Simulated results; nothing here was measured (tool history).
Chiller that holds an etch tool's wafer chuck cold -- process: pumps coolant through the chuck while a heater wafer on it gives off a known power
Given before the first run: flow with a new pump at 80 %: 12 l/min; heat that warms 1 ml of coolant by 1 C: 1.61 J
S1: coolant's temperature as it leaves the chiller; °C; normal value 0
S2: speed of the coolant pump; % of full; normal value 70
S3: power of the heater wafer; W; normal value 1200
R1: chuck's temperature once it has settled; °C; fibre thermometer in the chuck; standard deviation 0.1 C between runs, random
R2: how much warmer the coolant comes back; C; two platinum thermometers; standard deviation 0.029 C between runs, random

run    hour  S1  S2    S3    R1    R2
  1       0   0  70  1200   9.7  4.46
  2    79.6   0  70  1200   9.5  4.48
  3   225.3   0  70  1200   9.6  4.46
  4   301.8   0  70  1200   9.5  4.51
  5   427.4   0  70  1200   9.7  4.49
  6   527.5   0  70  1617    13  6.08
  7   692.9   5  70  1617  18.1  6.06
  8   857.5   5  70  1617  18.1  6.07
  9   953.8   5  70  1617  18.1   6.1
 10  1040.1   0  70  1200   9.9  4.51
 11  1118.6   0  70  1200   9.8  4.47
 12  1238.4   0  70  1200   9.8  4.54
 13  1318.8   0  70  1003   8.2  3.75
 14  1438.2   0  70   824   6.8   3.1
 15  1548.1   0  70   824   6.8  3.13
 16  1669.4   0  70   824   6.7  3.14
 17    1813   7  98  1200  14.7  3.17
 18  1970.2   7  98  1200  14.8  3.13
 19  2073.4   7  74  1200  16.4  4.26
 20  2156.1   0  88  1200   8.3  3.58
 21  2252.7   0  70  1039   8.6  3.98
 22  2416.8   0  70  1039   8.6  3.98
 23  2497.8   0  70  1039   8.6  3.97
 24  2592.7   0  70  1039   8.7  3.92
 25  2741.2   0  89  1200   8.3   3.5
 26  2854.9   0  89  1200   8.5  3.53
 27  2992.8   0  80   605   4.6  2.03
 28  3101.9   0  78   605   4.6  2.04
 29  3228.2  -4  69  1006   4.7  3.93
 30  3313.7   9  70  1200  19.3  4.56
 31    3442   9  70  1200  19.1  4.61

What if the next run were any one of these 5? Each begins from the tool's condition after run 31:
     3535.2  -- chiller's thermometer calibrated
  A  3583.1   7  70  1200   ?   ?
     3535.2  -- chiller's thermometer calibrated
  B  3583.1   2  70   940   ?   ?
     3535.2  -- chiller's thermometer calibrated
  C  3583.1   9  86  1630   ?   ?
     3535.2  -- chiller's thermometer calibrated
  D  3583.1  -3  91   802   ?   ?
     3535.2  -- chiller's thermometer calibrated
  E  3583.1  -4  61  1476   ?   ?

run    R1    R2
  A  17.5  4.64
  B  10.2  3.59
  C  21.2  5.03
  D   2.7  2.31
  E  10.5  6.53
The same runs, with their run-to-run variation unchanged, on a tool lacking any hidden condition would have given:
run    R1    R2
  A  15.5  4.35
  B   8.6  3.37
  C  18.8  4.72
  D   1.6  2.17
  E   7.8  6.12

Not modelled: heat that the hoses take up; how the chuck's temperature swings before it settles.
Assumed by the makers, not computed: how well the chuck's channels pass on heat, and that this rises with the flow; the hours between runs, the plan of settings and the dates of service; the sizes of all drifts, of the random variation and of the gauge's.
